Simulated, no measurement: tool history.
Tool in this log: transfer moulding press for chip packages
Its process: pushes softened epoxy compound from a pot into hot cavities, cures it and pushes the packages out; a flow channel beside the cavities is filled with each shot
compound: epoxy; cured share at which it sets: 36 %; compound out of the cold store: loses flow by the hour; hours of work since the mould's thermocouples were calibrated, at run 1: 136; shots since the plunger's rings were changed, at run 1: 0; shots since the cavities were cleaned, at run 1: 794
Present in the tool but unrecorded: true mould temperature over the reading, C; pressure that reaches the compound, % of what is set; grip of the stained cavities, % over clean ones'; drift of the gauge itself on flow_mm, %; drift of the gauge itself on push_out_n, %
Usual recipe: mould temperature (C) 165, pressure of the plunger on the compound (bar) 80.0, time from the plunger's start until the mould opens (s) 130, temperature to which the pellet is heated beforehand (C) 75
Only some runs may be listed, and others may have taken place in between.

run   hour  mould temperature (C)  pressure of the plunger on the compound (bar)  time from the plunger's start until the mould opens (s)  temperature to which the pellet is heated beforehand (C)  hours of work since the mould's thermocouples were calibrated  shots since the plunger's rings were changed  shots since the cavities were cleaned  incoming compound's hours out of the cold store  length that the compound runs in the flow channel (mm)  greatest force on the pins that push the packages out (N)
  1    0.0                    165                                           80.0                                                      130                                                        75                                                            136                                             0                                    794                                             26.2                                                     705                                                        699
       8.7  -- cavities cleaned with cleaning compound and waxed
  2   26.8                    165                                           80.0                                                      130                                                        75                                                            150                                           194                                    139                                             24.4                                                     697                                                        475
  3   75.9                    165                                           80.0                                                      130                                                        75                                                            178                                           571                                    516                                             32.2                                                     682                                                        676
     119.8  -- cavities cleaned with cleaning compound and waxed
  4  119.8                    165                                           80.0                                                      130                                                        75                                                            202                                           897                                      0                                             32.5                                                     680                                                        372
  5  145.3                    165                                           80.0                                                      130                                                        75                                                            217                                          1093                                    196                                             35.9                                                     670                                                        521
  6  182.0                    165                                           80.0                                                      130                                                        75                                                            238                                          1374                                    477                                             40.0                                                     660                                                        652
  7  226.8                    165                                           80.0                                                      130                                                        75                                                            263                                          1719                                    822                                             18.5                                                     702                                                        761
     231.0  -- cavities cleaned with cleaning compound and waxed
  8  260.6                    166                                           80.0                                                      130                                                        75                                                            282                                          1967                                    228                                             14.3                                                     698                                                        533
  9  311.0                    165                                           80.0                                                      130                                                        75                                                            310                                          2354                                    615                                             34.5                                                     661                                                        690
     342.6  -- cavities cleaned with cleaning compound and waxed
 10  346.6                    165                                           80.0                                                      130                                                        75                                                            330                                          2616                                     30                                             20.9                                                     684                                                        379
 11  392.5                    165                                           80.0                                                      130                                                        75                                                            356                                          2969                                    383                                             24.6                                                     670                                                        602
 12  442.1                    169                                           83.5                                                      111                                                        75                                                            384                                          3350                                    764                                             44.4                                                     644                                                        703
     453.2  -- cavities cleaned with cleaning compound and waxed
 13  488.7                    169                                           70.7                                                      111                                                        84                                                            409                                          3696                                    273                                             30.8                                                     602                                                        558
 14  539.9                    168                                           60.6                                                      131                                                        80                                                            439                                          4089                                    666                                             19.2                                                     578                                                        657
     554.4  -- mould's thermocouples calibrated
     565.6  -- cavities cleaned with cleaning compound and waxed
 15  597.3                    168                                           60.6                                                      131                                                        75                                                             24                                          4503                                    243                                             11.7                                                     580                                                        521

Expected results for the next run?
 16  640.5                    162                                           80.0                                                      152                                                        83                                                             48                                          4835                                    575                                             34.2                                                       ?                                                          ?

Run 16 came out at length that the compound runs in the flow channel (mm) 658, greatest force on the pins that push the packages out (N) 676.
With no hidden state in the tool, this same run would have given length that the compound runs in the flow channel (mm) 694, greatest force on the pins that push the packages out (N) 368.
